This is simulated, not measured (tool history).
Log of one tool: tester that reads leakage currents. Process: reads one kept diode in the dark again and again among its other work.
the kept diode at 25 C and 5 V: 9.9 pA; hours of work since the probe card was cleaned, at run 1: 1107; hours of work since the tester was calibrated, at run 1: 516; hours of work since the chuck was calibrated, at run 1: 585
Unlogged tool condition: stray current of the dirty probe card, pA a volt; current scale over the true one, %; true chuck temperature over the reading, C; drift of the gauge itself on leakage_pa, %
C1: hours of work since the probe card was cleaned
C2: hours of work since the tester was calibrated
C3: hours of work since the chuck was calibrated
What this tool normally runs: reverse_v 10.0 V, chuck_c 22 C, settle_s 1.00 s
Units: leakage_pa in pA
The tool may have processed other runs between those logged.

Run 1, day 0.000: usual settings; C1 1107; C2 516; C3 585. Result: leakage_pa 25.71 pA.
Run 2, day 1.062: usual settings; C1 1118; C2 526; C3 595. Result: leakage_pa 25.69 pA.
Run 3, day 2.125: usual settings but reverse_v 2.1 V; C1 1128; C2 537; C3 606. Result: leakage_pa 7.96 pA.
Run 4, day 3.275: usual settings but reverse_v 2.1 V; C1 1140; C2 548; C3 617. Result: leakage_pa 7.93 pA.
Run 5, day 4.650: usual settings but reverse_v 2.1 V; C1 1154; C2 562; C3 631. Result: leakage_pa 7.98 pA.
At day 5.904: chuck's temperature calibrated.
Run 6, day 6.429: usual settings but chuck_c 27 C; C1 1170; C2 579; C3 5. Result: leakage_pa 34.00 pA.
Run 7, day 8.004: usual settings but settle_s 0.96 s; C1 1186; C2 594; C3 21. Result: leakage_pa 28.49 pA.
Run 8, day 9.396: usual settings but chuck_c 21 C; C1 1200; C2 608; C3 35. Result: leakage_pa 27.79 pA.
Run 9, day 10.854: usual settings; C1 1215; C2 623; C3 49. Result: leakage_pa 28.82 pA.
At day 11.025: tester calibrated.
Run 10, day 12.617: usual settings; C1 1231; C2 16; C3 66. Result: leakage_pa 28.68 pA.
Run 11, day 13.733: usual settings; C1 1242; C2 27; C3 77. Result: leakage_pa 28.98 pA.
Run 12, day 14.658: usual settings but settle_s 5.43 s; C1 1252; C2 36; C3 86. Result: leakage_pa 26.30 pA.
Run 13, day 15.708: usual settings; C1 1262; C2 47; C3 97. Result: leakage_pa 29.01 pA.
Run 14, day 16.633: usual settings; C1 1271; C2 56; C3 106. Result: leakage_pa 29.02 pA.
Run 15, day 18.167: usual settings; C1 1286; C2 71; C3 121. Result: leakage_pa 29.02 pA.
Run 16, day 19.692: usual settings but reverse_v 1.5 V, chuck_c 21 C, settle_s 1.50 s; C1 1302; C2 86; C3 136. Result: leakage_pa 6.60 pA.
Run 17, day 20.438: usual settings but reverse_v 1.5 V, chuck_c 21 C, settle_s 1.50 s; C1 1309; C2 94; C3 144. Result: leakage_pa 6.64 pA.
At day 21.758: tester calibrated, once more.
Run 18, day 22.138: usual settings but reverse_v 19.2 V, chuck_c 26 C, settle_s 0.87 s; C1 1325; C2 4; C3 160. Result: leakage_pa 58.88 pA.
Run 19, day 23.558: usual settings but reverse_v 19.2 V, chuck_c 26 C, settle_s 0.87 s; C1 1339; C2 18; C3 174. Result: leakage_pa 58.95 pA.
Run 20, day 25.262: usual settings but reverse_v 18.3 V, chuck_c 44 C, settle_s 0.87 s; C1 1356; C2 35; C3 191. Result: leakage_pa 124.82 pA.
Run 21, day 26.746: usual settings but reverse_v 7.7 V, chuck_c 23 C; C1 1371; C2 50; C3 206. Result: leakage_pa 25.44 pA.
Run 22, day 27.621: usual settings but reverse_v 4.4 V, chuck_c 29 C, settle_s 0.37 s; C1 1380; C2 58; C3 215. Result: leakage_pa 24.36 pA.
Run 23, day 29.358: usual settings but reverse_v 12.5 V, chuck_c 26 C, settle_s 0.35 s; C1 1397; C2 76; C3 232. Result: leakage_pa 49.89 pA.
Run 24, day 30.242: usual settings but reverse_v 12.5 V, chuck_c 26 C, settle_s 0.35 s; C1 1406; C2 84; C3 241. Result: leakage_pa 49.64 pA.
Run 25, day 31.425: usual settings but reverse_v 1.1 V, chuck_c 35 C, settle_s 0.82 s; C1 1418; C2 96; C3 252. Result: leakage_pa 14.17 pA.
Run 26, day 32.879: usual settings but reverse_v 13.9 V, chuck_c 60 C, settle_s 8.28 s; C1 1432; C2 111; C3 267. Result: leakage_pa 286.61 pA.

5 options for the next run, each taken on its own from the tool as it stands now. Forecast them:
Run A, day 33.679: usual settings but reverse_v 13.9 V, chuck_c 20 C, settle_s 8.28 s; C1 1440; C2 119; C3 275. Result: leakage_pa ?.
Run B, day 33.679: usual settings but reverse_v 1.3 V, settle_s 4.30 s; C1 1440; C2 119; C3 275. Result: leakage_pa ?.
Run C, day 33.679: usual settings but reverse_v 4.2 V, chuck_c 28 C, settle_s 1.46 s; C1 1440; C2 119; C3 275. Result: leakage_pa ?.
Run D, day 33.679: usual settings but reverse_v 1.5 V, chuck_c 42 C, settle_s 8.28 s; C1 1440; C2 119; C3 275. Result: leakage_pa ?.
Run E, day 33.679: usual settings but reverse_v 11.8 V, chuck_c 33 C, settle_s 0.75 s; C1 1440; C2 119; C3 275. Result: leakage_pa ?.

run  leakage_pa
  A       35.36
  B        6.34
  C       19.92
  D       26.96
  E       54.54
Without the tool's hidden state the same runs would have given:
run  leakage_pa
  A       10.55
  B        4.28
  C       13.15
  D       26.05
  E       34.99

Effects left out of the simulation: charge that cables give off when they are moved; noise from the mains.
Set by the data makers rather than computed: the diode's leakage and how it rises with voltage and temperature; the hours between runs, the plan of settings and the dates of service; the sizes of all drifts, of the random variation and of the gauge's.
